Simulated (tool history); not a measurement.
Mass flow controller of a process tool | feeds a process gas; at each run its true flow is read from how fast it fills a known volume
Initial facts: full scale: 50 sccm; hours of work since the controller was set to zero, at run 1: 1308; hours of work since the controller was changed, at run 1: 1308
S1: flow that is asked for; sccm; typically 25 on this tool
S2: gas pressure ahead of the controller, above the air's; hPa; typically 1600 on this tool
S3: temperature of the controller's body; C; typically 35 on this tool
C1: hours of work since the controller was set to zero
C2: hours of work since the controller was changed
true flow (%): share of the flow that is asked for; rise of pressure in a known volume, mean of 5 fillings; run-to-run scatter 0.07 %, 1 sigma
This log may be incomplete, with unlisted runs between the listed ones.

run 1 hour=0.0 | S1=25 S2=1600 S3=35 | C1=1308 C2=1308 | true_flow_(%)=98.44
run 2 hour=125.7 | S1=25 S2=1600 S3=35 | C1=1363 C2=1363 | true_flow_(%)=98.43
run 3 hour=220.7 | S1=25 S2=1600 S3=35 | C1=1404 C2=1404 | true_flow_(%)=98.53
run 4 hour=324.8 | S1=25 S2=1600 S3=35 | C1=1449 C2=1449 | true_flow_(%)=98.59
run 5 hour=434.5 | S1=25 S2=1600 S3=35 | C1=1496 C2=1496 | true_flow_(%)=98.85
run 6 hour=610.5 | S1=8 S2=1600 S3=35 | C1=1572 C2=1572 | true_flow_(%)=98.28
run 7 hour=723.4 | S1=6 S2=1600 S3=35 | C1=1621 C2=1621 | true_flow_(%)=98.25
run 8 hour=817.4 | S1=6 S2=1600 S3=35 | C1=1661 C2=1661 | true_flow_(%)=98.23
run 9 hour=944.6 | S1=6 S2=1600 S3=35 | C1=1716 C2=1716 | true_flow_(%)=98.40
run 10 hour=1091.1 | S1=6 S2=1600 S3=35 | C1=1779 C2=1779 | true_flow_(%)=98.65
run 11 hour=1251.1 | S1=25 S2=2760 S3=35 | C1=1848 C2=1848 | true_flow_(%)=99.06
run 12 hour=1382.5 | S1=25 S2=2760 S3=35 | C1=1905 C2=1905 | true_flow_(%)=99.13
run 13 hour=1482.0 | S1=25 S2=1440 S3=35 | C1=1948 C2=1948 | true_flow_(%)=99.36
run 14 hour=1620.6 | S1=25 S2=1440 S3=35 | C1=2008 C2=2008 | true_flow_(%)=99.65
run 15 hour=1729.3 | S1=10 S2=1600 S3=35 | C1=2055 C2=2055 | true_flow_(%)=99.03
run 16 hour=1863.7 | S1=10 S2=1600 S3=35 | C1=2113 C2=2113 | true_flow_(%)=99.08
run 17 hour=1943.2 | S1=25 S2=1600 S3=35 | C1=2147 C2=2147 | true_flow_(%)=99.77
run 18 hour=2111.3 | S1=25 S2=1600 S3=40 | C1=2220 C2=2220 | true_flow_(%)=99.50
run 19 hour=2259.3 | S1=25 S2=1600 S3=40 | C1=2284 C2=2284 | true_flow_(%)=99.56
run 20 hour=2377.4 | S1=25 S2=1600 S3=40 | C1=2335 C2=2335 | true_flow_(%)=99.54
-- hour=2495.4 gauge calibrated
run 21 hour=2516.2 | S1=25 S2=1600 S3=40 | C1=2395 C2=2395 | true_flow_(%)=98.01
run 22 hour=2644.4 | S1=18 S2=1600 S3=35 | C1=2450 C2=2450 | true_flow_(%)=98.30
run 23 hour=2777.8 | S1=18 S2=1600 S3=35 | C1=2507 C2=2507 | true_flow_(%)=98.46
run 24 hour=2930.5 | S1=18 S2=2360 S3=35 | C1=2573 C2=2573 | true_flow_(%)=98.52
run 25 hour=3002.9 | S1=21 S2=1650 S3=36 | C1=2605 C2=2605 | true_flow_(%)=98.56
run 26 hour=3173.2 | S1=25 S2=2800 S3=21 | C1=2678 C2=2678 | true_flow_(%)=99.90
run 27 hour=3300.3 | S1=22 S2=1600 S3=35 | C1=2733 C2=2733 | true_flow_(%)=98.96
run 28 hour=3463.2 | S1=22 S2=1600 S3=35 | C1=2803 C2=2803 | true_flow_(%)=98.97
run 29 hour=3559.8 | S1=16 S2=1600 S3=35 | C1=2845 C2=2845 | true_flow_(%)=98.81
run 30 hour=3632.9 | S1=16 S2=2320 S3=29 | C1=2877 C2=2877 | true_flow_(%)=99.22
run 31 hour=3717.6 | S1=5 S2=2740 S3=35 | C1=2913 C2=2913 | true_flow_(%)=98.40
run 32 hour=3861.6 | S1=15 S2=2440 S3=25 | C1=2975 C2=2975 | true_flow_(%)=99.65
run 33 hour=4013.2 | S1=7 S2=1600 S3=28 | C1=3041 C2=3041 | true_flow_(%)=99.47
run 34 hour=4124.2 | S1=7 S2=1600 S3=28 | C1=3089 C2=3089 | true_flow_(%)=99.35
run 35 hour=4202.4 | S1=7 S2=1600 S3=28 | C1=3122 C2=3122 | true_flow_(%)=99.53
run 36 hour=4274.5 | S1=7 S2=1600 S3=28 | C1=3154 C2=3154 | true_flow_(%)=99.54
run 37 hour=4424.8 | S1=40 S2=1600 S3=35 | C1=3218 C2=3218 | true_flow_(%)=100.40
run 38 hour=4497.1 | S1=12 S2=1940 S3=34 | C1=3250 C2=3250 | true_flow_(%)=99.36
run 39 hour=4572.5 | S1=19 S2=1440 S3=23 | C1=3282 C2=3282 | true_flow_(%)=100.57
-- hour=4596.0 gauge calibrated
run 40 hour=4665.5 | S1=8 S2=1400 S3=20 | C1=3322 C2=3322 | true_flow_(%)=99.17
run 41 hour=4823.7 | S1=8 S2=1400 S3=20 | C1=3391 C2=3391 | true_flow_(%)=99.11
run 42 hour=4897.1 | S1=25 S2=2420 S3=35 | C1=3422 C2=3422 | true_flow_(%)=98.55

What if the next run were any one of these 3? Each begins from the tool's condition after run 42:
run A hour=5049.6 | S1=5 S2=1430 S3=29 | C1=3488 C2=3488 | true_flow_(%)=?
run B hour=5049.6 | S1=48 S2=2130 S3=30 | C1=3488 C2=3488 | true_flow_(%)=?
run C hour=5049.6 | S1=33 S2=1530 S3=32 | C1=3488 C2=3488 | true_flow_(%)=?

run=A true_flow_(%)=98.57
run=B true_flow_(%)=99.83
run=C true_flow_(%)=99.36
Without the tool's unlogged condition, the same runs would have read:
run=A true_flow_(%)=98.23
run=B true_flow_(%)=99.53
run=C true_flow_(%)=99.05
